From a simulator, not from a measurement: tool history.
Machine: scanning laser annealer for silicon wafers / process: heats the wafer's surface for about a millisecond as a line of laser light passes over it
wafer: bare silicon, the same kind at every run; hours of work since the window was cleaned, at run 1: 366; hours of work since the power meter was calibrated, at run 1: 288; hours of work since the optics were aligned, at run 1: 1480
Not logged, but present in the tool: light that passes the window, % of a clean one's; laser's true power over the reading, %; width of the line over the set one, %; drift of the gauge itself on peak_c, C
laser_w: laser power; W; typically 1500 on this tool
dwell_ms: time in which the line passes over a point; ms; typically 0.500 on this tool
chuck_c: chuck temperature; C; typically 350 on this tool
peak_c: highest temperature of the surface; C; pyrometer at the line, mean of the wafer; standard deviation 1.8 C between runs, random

| run | hour | laser_w | dwell_ms | chuck_c | hours of work since the window was cleaned | hours of work since the power meter was calibrated | hours of work since the optics were aligned | peak_c |
|---|---|---|---|---|---|---|---|---|
| 1 | 0.0 | 1500 | 0.500 | 350 | 366 | 288 | 1480 | 1064 |
| 2 | 11.8 | 1500 | 0.500 | 350 | 373 | 295 | 1487 | 1065 |
| 3 | 17.8 | 1500 | 0.500 | 350 | 376 | 298 | 1490 | 1061 |
| 4 | 25.8 | 1500 | 0.500 | 350 | 380 | 303 | 1494 | 1062 |
| 5 | 39.0 | 1500 | 0.500 | 350 | 388 | 310 | 1502 | 1062 |
| 6 | 47.1 | 1527 | 0.500 | 350 | 392 | 315 | 1506 | 1078 |
| 7 | 56.4 | 1527 | 0.500 | 350 | 398 | 320 | 1512 | 1078 |
| 8 | 66.4 | 1534 | 0.500 | 350 | 403 | 326 | 1517 | 1079 |
| 9 | 73.0 | 1534 | 0.500 | 350 | 407 | 329 | 1521 | 1080 |
| 10 | 83.6 | 1534 | 0.500 | 350 | 413 | 335 | 1527 | 1080 |
| 11 | 91.9 | 1534 | 0.500 | 350 | 418 | 340 | 1531 | 1084 |
| 12 | 103.6 | 1534 | 0.500 | 350 | 424 | 346 | 1538 | 1084 |
| 13 | 111.8 | 1500 | 0.500 | 350 | 429 | 351 | 1543 | 1067 |
| 14 | 121.1 | 1500 | 0.500 | 350 | 434 | 356 | 1548 | 1064 |
| 15 | 135.7 | 1500 | 0.500 | 350 | 442 | 364 | 1556 | 1064 |
| 16 | 144.5 | 1500 | 0.500 | 350 | 447 | 369 | 1561 | 1060 |
| 17 | 151.3 | 1500 | 0.500 | 350 | 451 | 373 | 1565 | 1064 |
| 18 | 160.0 | 1500 | 0.500 | 337 | 456 | 378 | 1570 | 1051 |
| 19 | 166.9 | 1500 | 0.500 | 337 | 459 | 382 | 1573 | 1051 |
| 20 | 177.2 | 1500 | 0.500 | 337 | 465 | 388 | 1579 | 1050 |
| 21 | 187.1 | 1500 | 0.501 | 337 | 471 | 393 | 1585 | 1049 |
| 22 | 197.9 | 1500 | 0.501 | 337 | 477 | 399 | 1591 | 1049 |
| 23 | 203.9 | 1338 | 0.382 | 368 | 480 | 403 | 1594 | 928 |
|  | 212.7 | window over the wafer cleaned |
| 24 | 213.8 | 1290 | 0.382 | 376 | 1 | 407 | 1599 | 914 |
| 25 | 225.8 | 1429 | 0.457 | 366 | 7 | 414 | 1605 | 1016 |
| 26 | 233.7 | 1429 | 0.457 | 366 | 12 | 418 | 1610 | 1017 |
| 27 | 244.2 | 1298 | 0.564 | 361 | 18 | 424 | 1616 | 1000 |
| 28 | 256.8 | 1492 | 0.564 | 361 | 25 | 431 | 1623 | 1106 |
| 29 | 266.0 | 1420 | 0.500 | 339 | 30 | 436 | 1628 | 1010 |
| 30 | 278.2 | 1615 | 0.454 | 339 | 37 | 443 | 1635 | 1085 |
| 31 | 288.4 | 1324 | 0.500 | 384 | 42 | 449 | 1640 | 1006 |
| 32 | 298.1 | 1324 | 0.500 | 384 | 48 | 454 | 1646 | 1008 |
| 33 | 307.7 | 1628 | 0.439 | 359 | 53 | 460 | 1651 | 1099 |
|  | 323.4 | optics aligned, line set to its width |
| 34 | 323.4 | 1628 | 0.439 | 359 | 59 | 466 | 0 | 1096 |
| 35 | 337.9 | 1628 | 0.439 | 359 | 67 | 474 | 8 | 1102 |
| 36 | 344.2 | 1628 | 0.439 | 359 | 71 | 477 | 12 | 1095 |
| 37 | 358.9 | 1530 | 0.547 | 359 | 79 | 486 | 20 | 1115 |
| 38 | 368.4 | 1530 | 0.547 | 359 | 84 | 491 | 25 | 1113 |
| 39 | 382.1 | 1479 | 0.547 | 328 | 92 | 499 | 33 | 1056 |
| 40 | 395.8 | 1500 | 0.521 | 321 | 100 | 506 | 41 | 1045 |

Here are 5 independent what-if runs from the current tool condition. What would each one return?
| A | 409.5 | 1500 | 0.424 | 350 | 107 | 514 | 48 | ? |
| B | 409.5 | 1348 | 0.414 | 380 | 107 | 514 | 48 | ? |
| C | 409.5 | 1620 | 0.457 | 389 | 107 | 514 | 48 | ? |
| D | 409.5 | 1500 | 0.474 | 339 | 107 | 514 | 48 | ? |
| E | 409.5 | 1500 | 0.521 | 329 | 107 | 514 | 48 | ? |

| run | peak_c |
|---|---|
| A | 1013 |
| B | 965 |
| C | 1136 |
| D | 1037 |
| E | 1055 |
Stripped of hidden state, with their random variation kept, the same runs would have yielded:
| run | peak_c |
|---|---|
| A | 1014 |
| B | 966 |
| C | 1136 |
| D | 1038 |
| E | 1055 |
